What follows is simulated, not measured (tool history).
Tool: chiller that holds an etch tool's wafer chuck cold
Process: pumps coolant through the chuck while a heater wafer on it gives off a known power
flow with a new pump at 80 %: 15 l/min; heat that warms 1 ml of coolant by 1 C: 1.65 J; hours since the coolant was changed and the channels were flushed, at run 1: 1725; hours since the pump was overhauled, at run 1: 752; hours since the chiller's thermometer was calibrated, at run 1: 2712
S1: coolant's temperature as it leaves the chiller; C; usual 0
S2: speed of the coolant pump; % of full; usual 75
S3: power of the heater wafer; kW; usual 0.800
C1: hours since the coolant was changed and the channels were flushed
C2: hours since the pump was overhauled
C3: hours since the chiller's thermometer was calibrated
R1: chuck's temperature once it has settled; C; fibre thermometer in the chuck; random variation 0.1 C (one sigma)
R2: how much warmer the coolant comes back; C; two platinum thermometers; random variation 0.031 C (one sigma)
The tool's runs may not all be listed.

run    hour   S1  S2     S3    C1    C2    C3    R1    R2
  1     0.0    0  75  0.800  1725   752  2712   9.8  2.08
  2    59.3    0  75  0.800  1784   811  2772  10.1  2.07
  3   147.8    0  75  0.800  1873   900  2860  10.1  2.07
  4   237.3    0  75  0.800  1962   989  2950  10.0  2.08
  5   318.2    0  75  1.099  2043  1070  3031  13.9  2.93
  6   400.6    0  75  0.800  2126  1152  3113   9.9  2.08
  7   481.5    0  75  0.800  2206  1233  3194   9.9  2.10
  8   554.1    0  75  0.800  2279  1306  3267   9.9  2.09
  9   647.5    0  75  0.800  2372  1399  3360   9.9  2.07
      669.8  -- chiller's thermometer calibrated
 10   718.5    0  74  0.800  2442  1469    49  10.6  2.12
 11   765.8    0  74  0.800  2490  1517    96  10.5  2.14
 12   831.4    0  75  0.800  2555  1582   162  10.4  2.14
 13   886.8    0  75  0.800  2611  1638   217  10.4  2.11
      900.1  -- coolant pump overhauled
 14   938.7    0  75  0.800  2658    39   264  10.4  2.10
 15  1018.3  -10  75  0.800  2737   118   343   0.5  2.13
 16  1094.0  -10  75  0.800  2813   194   419   0.4  2.12
 17  1161.7   10  71  0.476  2881   262   487  16.5  1.32
     1174.7  -- coolant pump overhauled, once more
 18  1239.4   -9  92  0.476  2953    65   560  -3.6  1.00
 19  1278.9   -4  90  1.050  2993   104   599   8.2  2.24
 20  1367.3   -4  90  1.050  3081   193   688   8.0  2.21
 21  1446.0    0  98  0.505  3160   271   766   5.6  0.98
 22  1501.0    0  98  0.505  3215   326   821   5.5  1.03
 23  1575.8    0  95  0.546  3290   401   896   6.1  1.08
 24  1665.3    2  98  0.528  3379   491   985   7.9  1.04
 25  1747.7   -5  77  1.042  3462   573  1068   8.4  2.67
 26  1799.1   -5  77  1.042  3513   624  1119   8.1  2.62
 27  1846.4   -5  84  0.497  3560   672  1167   1.0  1.14
 28  1930.1   -5  84  0.497  3644   755  1250   0.9  1.14
 29  1972.2    0  80  0.870  3686   797  1292  11.0  2.05
 30  2062.1    0  80  0.870  3776   887  1382  11.0  2.16
 31  2121.6    0  80  0.870  3835   947  1442  11.1  2.12

Forecast each of these 3 alternatives for the next run:
  A  2159.9   9  95  0.486  3874  985  1480   ?   ?
  B  2159.9  -1  75  0.459  3874  985  1480   ?   ?
  C  2159.9   9  74  0.799  3874  985  1480   ?   ?

run    R1    R2
  A  14.3  0.99
  B   4.9  1.20
  C  19.5  2.13
Without the tool's hidden state the same runs would have given:
run    R1    R2
  A  14.0  0.98
  B   4.5  1.18
  C  18.8  2.10

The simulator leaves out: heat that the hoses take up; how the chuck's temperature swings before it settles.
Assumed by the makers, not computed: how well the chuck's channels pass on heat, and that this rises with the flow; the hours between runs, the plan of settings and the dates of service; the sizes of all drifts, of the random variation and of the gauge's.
